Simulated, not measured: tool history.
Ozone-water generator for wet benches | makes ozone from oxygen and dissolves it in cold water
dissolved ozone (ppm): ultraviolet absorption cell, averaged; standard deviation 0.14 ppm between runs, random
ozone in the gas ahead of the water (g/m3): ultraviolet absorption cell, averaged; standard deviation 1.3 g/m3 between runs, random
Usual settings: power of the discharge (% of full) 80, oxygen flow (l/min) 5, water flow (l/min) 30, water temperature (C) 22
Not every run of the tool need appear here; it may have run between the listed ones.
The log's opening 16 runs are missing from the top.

| run | hour | power of the discharge (% of full) | oxygen flow (l/min) | water flow (l/min) | water temperature (C) | dissolved ozone (ppm) | ozone in the gas ahead of the water (g/m3) |
|---|---|---|---|---|---|---|---|
| 17 | 1798.4 | 80 | 5 | 30 | 22 | 17.1 | 246.9 |
| 18 | 1871.1 | 66 | 5.83 | 30 | 23 | 14.7 | 195.7 |
| 19 | 2036.5 | 66 | 5.83 | 30 | 23 | 14.6 | 191.1 |
| 20 | 2130.1 | 52 | 5.83 | 30 | 14 | 13.8 | 163.1 |
| 21 | 2264.8 | 52 | 5.83 | 30 | 14 | 13.7 | 162.3 |
| 22 | 2355.5 | 52 | 3.94 | 30 | 29 | 11.6 | 207.7 |
| 23 | 2430.4 | 80 | 6.2 | 39 | 15 | 14.6 | 214.7 |
| 24 | 2527.6 | 80 | 6.2 | 39 | 15 | 14.4 | 213.7 |
| 25 | 2662.1 | 80 | 3.91 | 20 | 27 | 23.4 | 285.5 |
| 26 | 2764.8 | 80 | 5 | 19 | 22 | 25.5 | 245.8 |
| 27 | 2838.1 | 72 | 8.44 | 30 | 14 | 17.4 | 164.1 |
| 28 | 2917.4 | 72 | 8.44 | 30 | 14 | 17.5 | 162.5 |
| 29 | 3013 | 80 | 5 | 31 | 14 | 18.2 | 247.3 |
| 30 | 3167.8 | 80 | 5 | 31 | 14 | 18.5 | 244.3 |
| 31 | 3260.9 | 80 | 5 | 31 | 14 | 18.2 | 244.6 |
| 32 | 3338.8 | 80 | 3.9 | 30 | 22 | 17.1 | 288.2 |
| 33 | 3469.9 | 80 | 8.33 | 30 | 22 | 16.8 | 176.8 |

Branching from run 33: 3 alternative next runs. What would each branch give?
| A | 3584.3 | 63 | 8.65 | 30 | 22 | ? | ? |
| B | 3584.3 | 80 | 5.61 | 30 | 21 | ? | ? |
| C | 3584.3 | 99 | 6.76 | 30 | 17 | ? | ? |

| run | dissolved ozone (ppm) | ozone in the gas ahead of the water (g/m3) |
|---|---|---|
| A | 13.8 | 145.1 |
| B | 17.5 | 227.6 |
| C | 21.3 | 238.7 |
Take away the tool's hidden state, keep each run's random variation, and the runs would have read:
| run | dissolved ozone (ppm) | ozone in the gas ahead of the water (g/m3) |
|---|---|---|
| A | 13.8 | 145.2 |
| B | 17.5 | 227.8 |
| C | 21.3 | 239 |

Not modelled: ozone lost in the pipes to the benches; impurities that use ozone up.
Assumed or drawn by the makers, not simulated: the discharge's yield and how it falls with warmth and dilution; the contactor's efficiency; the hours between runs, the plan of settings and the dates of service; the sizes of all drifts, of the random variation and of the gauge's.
